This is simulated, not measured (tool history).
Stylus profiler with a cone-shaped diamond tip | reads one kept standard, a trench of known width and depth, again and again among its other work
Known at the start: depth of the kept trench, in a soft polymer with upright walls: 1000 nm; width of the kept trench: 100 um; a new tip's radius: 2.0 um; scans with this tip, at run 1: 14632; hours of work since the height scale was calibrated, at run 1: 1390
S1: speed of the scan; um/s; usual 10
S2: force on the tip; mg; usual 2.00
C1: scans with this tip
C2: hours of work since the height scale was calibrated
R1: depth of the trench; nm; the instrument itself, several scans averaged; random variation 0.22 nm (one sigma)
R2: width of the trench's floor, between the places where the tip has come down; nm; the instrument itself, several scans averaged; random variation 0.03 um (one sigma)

{"run": 1, "day": 0.0, "S1": 10, "S2": 2.0, "C1": 14632, "C2": 1390, "R1": 1012.14, "R2": 94460}
{"run": 2, "day": 2.962, "S1": 4, "S2": 2.0, "C1": 15206, "C2": 1444, "R1": 1012.36, "R2": 94390}
{"day": 4.742, "done": "new tip fitted, height scale calibrated"}
{"run": 3, "day": 5.525, "S1": 3, "S2": 2.0, "C1": 153, "C2": 14, "R1": 1006.4, "R2": 96500}
{"run": 4, "day": 8.567, "S1": 3, "S2": 2.0, "C1": 743, "C2": 71, "R1": 1007.06, "R2": 96370}
{"run": 5, "day": 11.358, "S1": 10, "S2": 2.0, "C1": 1284, "C2": 122, "R1": 1007.7, "R2": 96250}
{"run": 6, "day": 14.308, "S1": 10, "S2": 2.0, "C1": 1857, "C2": 176, "R1": 1007.69, "R2": 96170}
{"run": 7, "day": 17.479, "S1": 10, "S2": 2.0, "C1": 2472, "C2": 235, "R1": 1007.92, "R2": 96090}
{"run": 8, "day": 19.75, "S1": 10, "S2": 2.0, "C1": 2913, "C2": 277, "R1": 1007.92, "R2": 96080}
{"run": 9, "day": 21.988, "S1": 20, "S2": 2.0, "C1": 3347, "C2": 318, "R1": 1008.65, "R2": 95940}
{"run": 10, "day": 23.35, "S1": 10, "S2": 2.0, "C1": 3612, "C2": 343, "R1": 1008.31, "R2": 95840}
{"run": 11, "day": 25.696, "S1": 10, "S2": 1.86, "C1": 4067, "C2": 386, "R1": 1008.22, "R2": 95870}
{"run": 12, "day": 27.858, "S1": 11, "S2": 5.32, "C1": 4487, "C2": 426, "R1": 1014.7, "R2": 95740}
{"run": 13, "day": 30.979, "S1": 24, "S2": 2.0, "C1": 5092, "C2": 484, "R1": 1008.74, "R2": 95660}
{"run": 14, "day": 32.288, "S1": 24, "S2": 2.0, "C1": 5346, "C2": 508, "R1": 1008.78, "R2": 95620}
{"run": 15, "day": 35.3, "S1": 24, "S2": 2.0, "C1": 5931, "C2": 563, "R1": 1009.43, "R2": 95540}
{"run": 16, "day": 37.879, "S1": 14, "S2": 2.0, "C1": 6431, "C2": 611, "R1": 1009.6, "R2": 95450}
{"run": 17, "day": 39.954, "S1": 24, "S2": 0.81, "C1": 6834, "C2": 649, "R1": 1006.79, "R2": 95290}
{"run": 18, "day": 41.696, "S1": 24, "S2": 0.81, "C1": 7172, "C2": 681, "R1": 1006.55, "R2": 95290}
{"run": 19, "day": 44.004, "S1": 2, "S2": 5.2, "C1": 7620, "C2": 724, "R1": 1015.46, "R2": 95360}
{"run": 20, "day": 46.712, "S1": 17, "S2": 4.6, "C1": 8146, "C2": 774, "R1": 1014.73, "R2": 95200}

Hidden state or all else? Some run-to-run changes of R1, split into what the settings, what came in and random variation would give without the hidden state, and what is left for the hidden state (with any gauge scatter that isn't in both results):
The hidden state here: radius of the tip, um; height scale over the true one, %; drift of the gauge itself on depth_nm, %; drift of the gauge itself on floor_um, %.
Run 2 -> 3: S1 4 -> 3, new tip fitted, height scale calibrated. R1 -5.96 nm: hidden state -5.58, all else -0.38.
Run 6 -> 7: no setting changed, nothing entered. R1 +0.23 nm: hidden state +0.28, all else -0.05.
Run 11 -> 12: S1 10 -> 11, S2 1.86 -> 5.32. R1 +6.48 nm: hidden state +0.18, all else +6.30.
Run 18 -> 19: S1 24 -> 2, S2 0.81 -> 5.20. R1 +8.91 nm: hidden state +0.23, all else +8.68.
